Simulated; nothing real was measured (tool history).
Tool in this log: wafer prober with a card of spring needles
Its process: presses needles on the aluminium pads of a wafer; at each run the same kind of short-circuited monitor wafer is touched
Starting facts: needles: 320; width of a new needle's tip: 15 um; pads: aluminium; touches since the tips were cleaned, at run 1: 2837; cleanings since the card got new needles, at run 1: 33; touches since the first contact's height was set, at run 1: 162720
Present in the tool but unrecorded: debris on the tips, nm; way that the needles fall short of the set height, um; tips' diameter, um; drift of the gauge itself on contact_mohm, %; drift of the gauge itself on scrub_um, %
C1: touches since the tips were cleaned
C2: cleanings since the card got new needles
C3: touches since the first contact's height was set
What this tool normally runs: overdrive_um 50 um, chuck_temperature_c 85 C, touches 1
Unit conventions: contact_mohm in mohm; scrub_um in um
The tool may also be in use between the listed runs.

Run 1, hour 0.0: usual settings; C1 2837; C2 33; C3 162720. Result: contact_mohm 322 mohm, scrub_um 12.90 um.
At hour 5.4: tips cleaned on abrasive film.
Run 2, hour 16.0: usual settings; C1 3406; C2 34; C3 167842. Result: contact_mohm 341 mohm, scrub_um 12.77 um.
At hour 19.8: tips cleaned on abrasive film.
At hour 35.4: tips cleaned on abrasive film.
Run 3, hour 38.3: usual settings; C1 943; C2 36; C3 174984. Result: contact_mohm 276 mohm, scrub_um 12.82 um.
At hour 49.2: tips cleaned on abrasive film.
Run 4, hour 55.2: usual settings; C1 1918; C2 37; C3 180383. Result: contact_mohm 309 mohm, scrub_um 12.71 um.
At hour 64.6: tips cleaned on abrasive film.
At hour 79.9: tips cleaned on abrasive film.
Run 5, hour 88.5: usual settings; C1 2772; C2 39; C3 191067. Result: contact_mohm 321 mohm, scrub_um 12.80 um.
At hour 95.6: tips cleaned on abrasive film.
At hour 111.4: tips cleaned on abrasive film.
Run 6, hour 121.1: usual settings but touches 2; C1 3149; C2 41; C3 201539. Result: contact_mohm 288 mohm, scrub_um 12.72 um.
At hour 125.4: tips cleaned on abrasive film.
At hour 139.6: tips cleaned on abrasive film.
Run 7, hour 143.9: usual settings but overdrive_um 36 um; C1 1359; C2 43; C3 208805. Result: contact_mohm 346 mohm, scrub_um 8.98 um.
At hour 155.8: tips cleaned on abrasive film.
At hour 170.8: tips cleaned on abrasive film.
Run 8, hour 171.7: usual settings but overdrive_um 36 um; C1 296; C2 45; C3 217737. Result: contact_mohm 290 mohm, scrub_um 8.97 um.
At hour 185.8: tips cleaned on abrasive film.
At hour 200.3: tips cleaned on abrasive film.
Run 9, hour 202.3: usual settings but chuck_temperature_c 38 C; C1 642; C2 47; C3 227524. Result: contact_mohm 259 mohm, scrub_um 12.62 um.
At hour 210.7: height of the first contact set anew.
At hour 216.4: tips cleaned on abrasive film.
At hour 230.2: tips cleaned on abrasive film.
Run 10, hour 232.1: usual settings but chuck_temperature_c 38 C; C1 589; C2 49; C3 6831. Result: contact_mohm 261 mohm, scrub_um 13.25 um.
At hour 245.2: tips cleaned on abrasive film.
Run 11, hour 249.5: usual settings but chuck_temperature_c 38 C; C1 1371; C2 50; C3 12420. Result: contact_mohm 288 mohm, scrub_um 13.18 um.
At hour 260.2: tips cleaned on abrasive film.
Run 12, hour 270.5: usual settings but chuck_temperature_c 38 C; C1 3302; C2 51; C3 19161. Result: contact_mohm 316 mohm, scrub_um 13.13 um.
At hour 274.4: tips cleaned on abrasive film.
At hour 288.6: tips cleaned on abrasive film.
Run 13, hour 292.7: usual settings but chuck_temperature_c 38 C; C1 1331; C2 53; C3 26272. Result: contact_mohm 269 mohm, scrub_um 13.15 um.
At hour 302.5: tips cleaned on abrasive film.
At hour 317.3: tips cleaned on abrasive film.
Run 14, hour 325.3: usual settings but chuck_temperature_c 38 C; C1 2574; C2 55; C3 36722. Result: contact_mohm 313 mohm, scrub_um 13.09 um.
At hour 331.0: tips cleaned on abrasive film.
At hour 345.5: tips cleaned on abrasive film.
Run 15, hour 349.4: usual settings but overdrive_um 58 um, chuck_temperature_c 34 C, touches 3; C1 1251; C2 57; C3 44414. Result: contact_mohm 234 mohm, scrub_um 15.25 um.
At hour 359.7: tips cleaned on abrasive film.
Run 16, hour 365.3: usual settings but overdrive_um 58 um, chuck_temperature_c 34 C, touches 3; C1 1831; C2 58; C3 49533. Result: contact_mohm 237 mohm, scrub_um 15.25 um.
At hour 376.2: tips cleaned on abrasive film.
Run 17, hour 384.3: usual settings but overdrive_um 39 um, chuck_temperature_c 40 C, touches 2; C1 2609; C2 59; C3 55613. Result: contact_mohm 312 mohm, scrub_um 10.16 um.
At hour 390.1: tips cleaned on abrasive film.
At hour 404.3: tips cleaned on abrasive film.
Run 18, hour 415.4: usual settings but chuck_temperature_c 70 C, touches 2; C1 3605; C2 61; C3 65603. Result: contact_mohm 298 mohm, scrub_um 13.03 um.
At hour 418.0: tips cleaned on abrasive film.
At hour 432.6: tips cleaned on abrasive film.
Run 19, hour 432.6: usual settings but chuck_temperature_c 70 C, touches 2; C1 0; C2 63; C3 71064. Result: contact_mohm 240 mohm, scrub_um 13.08 um.
At hour 446.3: tips cleaned on abrasive film.
At hour 461.5: tips cleaned on abrasive film.
Run 20, hour 462.7: usual settings but chuck_temperature_c 121 C; C1 369; C2 65; C3 80704. Result: contact_mohm 268 mohm, scrub_um 13.00 um.
At hour 478.0: tips cleaned on abrasive film.
At hour 492.3: tips cleaned on abrasive film.
Run 21, hour 494.5: usual settings but overdrive_um 36 um, chuck_temperature_c 39 C; C1 716; C2 67; C3 90920. Result: contact_mohm 300 mohm, scrub_um 9.33 um.
At hour 506.2: tips cleaned on abrasive film.
Run 22, hour 514.7: usual settings but overdrive_um 36 um, chuck_temperature_c 39 C; C1 2719; C2 68; C3 97388. Result: contact_mohm 406 mohm, scrub_um 9.28 um.
At hour 521.1: tips cleaned on abrasive film.
Run 23, hour 530.5: usual settings but overdrive_um 36 um, chuck_temperature_c 39 C; C1 3036; C2 69; C3 102475. Result: contact_mohm 430 mohm, scrub_um 9.28 um.

Consider 4 possible next runs. They are alternatives, not a sequence: every one starts from the tool as it was left by run 23. What does each give?
At hour 536.0: tips cleaned on abrasive film.
At hour 552.4: tips cleaned on abrasive film.
Run A, hour 564.0: usual settings but overdrive_um 36 um, chuck_temperature_c 69 C, touches 2; C1 3729; C2 71; C3 113204. Result: contact_mohm ?, scrub_um ?.
At hour 536.0: tips cleaned on abrasive film.
At hour 552.4: tips cleaned on abrasive film.
Run B, hour 564.0: usual settings but overdrive_um 54 um, chuck_temperature_c 71 C, touches 2; C1 3729; C2 71; C3 113204. Result: contact_mohm ?, scrub_um ?.
At hour 536.0: tips cleaned on abrasive film.
At hour 552.4: tips cleaned on abrasive film.
Run C, hour 564.0: usual settings but overdrive_um 31 um, chuck_temperature_c 38 C; C1 3729; C2 71; C3 113204. Result: contact_mohm ?, scrub_um ?.
At hour 536.0: tips cleaned on abrasive film.
At hour 552.4: tips cleaned on abrasive film.
Run D, hour 564.0: usual settings but overdrive_um 36 um, chuck_temperature_c 66 C; C1 3729; C2 71; C3 113204. Result: contact_mohm ?, scrub_um ?.

run  contact_mohm  scrub_um
  A           356      9.26
  B           290     14.05
  C           518      7.91
  D           439      9.22
With the hidden condition removed and each run's random variation left untouched, the same runs would have given:
run  contact_mohm  scrub_um
  A           235      9.54
  B           233     14.33
  C           236      8.19
  D           238      9.50
